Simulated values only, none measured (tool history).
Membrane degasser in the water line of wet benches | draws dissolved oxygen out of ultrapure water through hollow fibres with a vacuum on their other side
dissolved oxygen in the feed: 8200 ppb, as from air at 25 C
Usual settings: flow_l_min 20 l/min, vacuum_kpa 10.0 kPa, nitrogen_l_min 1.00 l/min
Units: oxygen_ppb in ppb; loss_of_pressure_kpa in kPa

run	hour	flow_l_min	vacuum_kpa	nitrogen_l_min	oxygen_ppb	loss_of_pressure_kpa
1	0.0	20	10.0	1.00	343.7	47.38
2	148.4	20	10.0	1.00	351.9	47.36
# hour 255.1: vacuum gauge calibrated
3	310.3	20	10.0	2.43	190.5	47.47
4	400.6	20	10.0	1.00	357.5	47.59
5	546.9	20	10.0	1.00	347.3	47.88
6	731.4	20	10.0	1.00	347.3	48.04
7	871.5	20	10.0	1.00	351.7	48.17
8	984.0	20	10.0	2.40	199.1	47.75
9	1130.7	20	10.0	1.00	348.8	48.17
10	1245.0	20	12.9	1.00	481.0	48.06
11	1346.9	20	12.9	1.00	471.4	48.20
12	1526.7	20	12.9	1.00	473.6	48.38
13	1712.1	20	12.9	1.00	476.5	48.34
14	1861.5	27	10.0	1.00	509.7	65.44
15	2038.0	20	10.0	1.00	358.7	48.90
16	2127.4	20	10.0	1.00	363.3	48.72
17	2250.4	20	8.4	1.46	226.4	48.87
18	2368.8	32	13.0	1.00	784.9	78.22
19	2537.1	32	13.0	1.00	797.2	77.83
20	2615.8	32	13.0	1.00	802.9	78.42
21	2762.7	18	10.0	0.52	502.7	43.84
22	2918.9	14	20.6	1.20	478.3	34.41
23	3058.2	14	7.0	1.20	127.8	34.54
24	3173.4	14	7.0	1.20	128.9	34.60
25	3318.9	14	7.0	1.20	128.5	34.51
26	3485.7	14	7.0	1.20	130.0	34.51
27	3596.1	14	7.0	1.20	127.9	34.52
28	3678.2	21	9.9	1.00	387.8	52.14
29	3781.5	21	9.9	1.00	387.7	51.92
30	3877.8	26	10.0	0.69	625.6	64.34
31	3953.7	26	10.0	0.69	617.5	65.07
32	4134.9	26	10.0	0.74	590.8	64.72

4 ways to go on from here, each from the tool as it stands after run 32. What would each give?
A	4224.3	18	10.0	1.00	?	?
B	4224.3	20	10.0	0.59	?	?
C	4224.3	24	10.0	0.74	?	?
D	4224.3	12	6.1	2.45	?	?

run	oxygen_ppb	loss_of_pressure_kpa
A	321.2	44.96
B	531.4	49.95
C	541.6	59.99
D	51.2	29.73
Without the tool's hidden state the same runs would have given:
run	oxygen_ppb	loss_of_pressure_kpa
A	306.1	42.85
B	512.6	47.61
C	517.4	57.18
D	45.8	28.33
